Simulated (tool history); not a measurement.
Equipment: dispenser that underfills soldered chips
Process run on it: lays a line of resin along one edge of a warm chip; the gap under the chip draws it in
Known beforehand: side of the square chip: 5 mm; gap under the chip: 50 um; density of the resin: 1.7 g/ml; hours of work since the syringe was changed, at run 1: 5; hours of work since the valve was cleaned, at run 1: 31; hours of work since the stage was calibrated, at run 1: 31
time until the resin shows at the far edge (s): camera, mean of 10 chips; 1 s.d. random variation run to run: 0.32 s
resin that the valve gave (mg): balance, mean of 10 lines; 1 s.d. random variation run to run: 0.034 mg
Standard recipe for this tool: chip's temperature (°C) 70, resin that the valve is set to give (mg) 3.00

run	hour	chip's temperature (°C)	resin that the valve is set to give (mg)	hours of work since the syringe was changed	hours of work since the valve was cleaned	hours of work since the stage was calibrated	time until the resin shows at the far edge (s)	resin that the valve gave (mg)
1	0.0	70	3.00	5	31	31	16.3	2.85
# hour 6.0: new syringe of resin
2	7.4	70	3.00	1	35	35	13.0	2.87
3	14.8	70	2.99	6	40	40	17.1	2.87
4	19.6	70	2.99	9	43	43	20.0	2.88
# hour 20.6: new syringe of resin
5	25.8	70	2.99	3	47	47	14.5	2.84
6	30.6	70	3.00	6	50	50	16.8	2.90
# hour 35.1: new syringe of resin
7	35.4	70	3.00	0	53	53	12.3	2.88
8	43.2	70	3.00	5	58	58	15.6	2.88
9	47.3	70	3.00	8	60	60	19.0	2.83
# hour 49.4: new syringe of resin
10	55.8	70	3.42	4	65	65	14.2	3.23
# hour 63.8: new syringe of resin
11	64.8	55	3.00	1	71	71	24.1	2.86
12	73.6	55	3.00	6	77	77	33.7	2.79
# hour 78.4: new syringe of resin
13	78.7	55	3.00	0	80	80	24.4	2.80
# hour 85.6: dispensing valve cleaned and set on the balance
14	88.5	59	3.00	6	2	85	27.0	2.95
# hour 94.2: new syringe of resin
15	96.6	59	3.00	1	7	90	20.5	2.93
16	104.3	60	2.80	6	12	95	27.9	2.76
# hour 108.9: new syringe of resin
17	111.1	68	2.69	1	16	99	14.0	2.61
18	117.9	60	2.92	6	20	104	26.1	2.88
# hour 123.7: new syringe of resin
19	124.9	83	2.92	1	24	108	7.1	2.89
20	133.7	70	2.64	6	30	113	17.5	2.61
# hour 138.5: new syringe of resin
21	140.6	70	2.64	1	34	118	12.8	2.54
22	149.4	76	3.00	7	40	123	13.8	2.87
# hour 153.1: new syringe of resin
23	156.6	76	3.00	2	44	128	10.3	2.92
24	161.6	71	2.59	5	47	131	16.1	2.50
# hour 167.7: new syringe of resin
25	170.1	71	2.63	2	53	136	12.8	2.48
26	177.5	71	2.63	6	57	141	16.7	2.49

Predict each of these 3 candidate next runs independently; none follows another, all start after run 26:
A	181.3	66	3.24	9	60	143	?	?
B	181.3	83	3.19	9	60	143	?	?
C	181.3	74	3.62	9	60	143	?	?

run	time until the resin shows at the far edge (s)	resin that the valve gave (mg)
A	22.5	3.09
B	11.3	3.00
C	16.4	3.44
Had the tool no hidden state, the same runs would have come out as:
run	time until the resin shows at the far edge (s)	resin that the valve gave (mg)
A	13.6	3.26
B	6.9	3.18
C	10.1	3.64
